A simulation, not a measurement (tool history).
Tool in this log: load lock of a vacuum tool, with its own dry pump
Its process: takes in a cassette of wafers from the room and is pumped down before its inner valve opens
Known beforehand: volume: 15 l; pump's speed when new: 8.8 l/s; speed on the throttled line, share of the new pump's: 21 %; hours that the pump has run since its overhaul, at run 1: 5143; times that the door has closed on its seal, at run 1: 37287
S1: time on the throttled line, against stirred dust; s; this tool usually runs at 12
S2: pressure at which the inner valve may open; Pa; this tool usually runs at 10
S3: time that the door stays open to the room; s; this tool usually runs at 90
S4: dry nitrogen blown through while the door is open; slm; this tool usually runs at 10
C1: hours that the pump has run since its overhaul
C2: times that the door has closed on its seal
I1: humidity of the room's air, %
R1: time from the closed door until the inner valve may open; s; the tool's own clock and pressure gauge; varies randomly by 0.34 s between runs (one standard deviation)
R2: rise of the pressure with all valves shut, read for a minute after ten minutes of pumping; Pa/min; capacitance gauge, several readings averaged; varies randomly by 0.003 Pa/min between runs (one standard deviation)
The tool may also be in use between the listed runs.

Run 1, day 0.000: usual settings; C1 5143; C2 37287; I1 45.0. Result: R1 25.1 s, R2 0.053 Pa/min.
Run 2, day 7.250: usual settings; C1 5317; C2 37999; I1 42.5. Result: R1 25.5 s, R2 0.047 Pa/min.
Run 3, day 14.642: usual settings; C1 5494; C2 38725; I1 43.8. Result: R1 25.4 s, R2 0.052 Pa/min.
Run 4, day 22.838: usual settings; C1 5691; C2 39530; I1 43.3. Result: R1 26.1 s, R2 0.050 Pa/min.
Run 5, day 26.171: usual settings; C1 5771; C2 39858; I1 43.5. Result: R1 25.0 s, R2 0.051 Pa/min.
Run 6, day 31.962: usual settings; C1 5910; C2 40426; I1 47.5. Result: R1 25.4 s, R2 0.053 Pa/min.
Run 7, day 36.229: usual settings; C1 6012; C2 40846; I1 46.0. Result: R1 25.3 s, R2 0.051 Pa/min.
Run 8, day 44.062: usual settings but S2 11 Pa, S3 51 s; C1 6200; C2 41615; I1 46.3. Result: R1 25.3 s, R2 0.039 Pa/min.
Run 9, day 50.417: usual settings but S1 9 s, S4 26 slm; C1 6353; C2 42239; I1 46.0. Result: R1 23.6 s, R2 0.043 Pa/min.
Run 10, day 54.538: usual settings but S1 9 s, S4 19 slm; C1 6452; C2 42644; I1 47.0. Result: R1 23.2 s, R2 0.054 Pa/min.
Run 11, day 59.079: usual settings but S4 11 slm; C1 6561; C2 43090; I1 41.3. Result: R1 25.1 s, R2 0.049 Pa/min.
Run 12, day 64.496: usual settings but S2 12 Pa, S4 14 slm; C1 6691; C2 43622; I1 44.7. Result: R1 25.8 s, R2 0.050 Pa/min.

5 options for the next run, each taken on its own from the tool as it stands now. Forecast them:
Run A, day 68.246: usual settings but S2 15 Pa, S4 11 slm; C1 6781; C2 43990; I1 47.7. Result: R1 ?, R2 ?.
Run B, day 68.246: usual settings but S2 8 Pa, S4 14 slm; C1 6781; C2 43990; I1 45.1. Result: R1 ?, R2 ?.
Run C, day 68.246: usual settings but S2 9 Pa, S4 14 slm; C1 6781; C2 43990; I1 43.8. Result: R1 ?, R2 ?.
Run D, day 68.246: usual settings but S1 8 s, S3 47 s, S4 38 slm; C1 6781; C2 43990; I1 43.3. Result: R1 ?, R2 ?.
Run E, day 68.246: usual settings but S1 9 s, S3 220 s; C1 6781; C2 43990; I1 43.4. Result: R1 ?, R2 ?.

run    R1     R2
  A  24.5  0.048
  B  25.6  0.048
  C  25.9  0.046
  D  22.6  0.021
  E  22.7  0.091
Without the tool's hidden state the same runs would have given:
run    R1     R2
  A  24.5  0.047
  B  25.6  0.047
  C  25.9  0.045
  D  22.6  0.020
  E  22.7  0.090
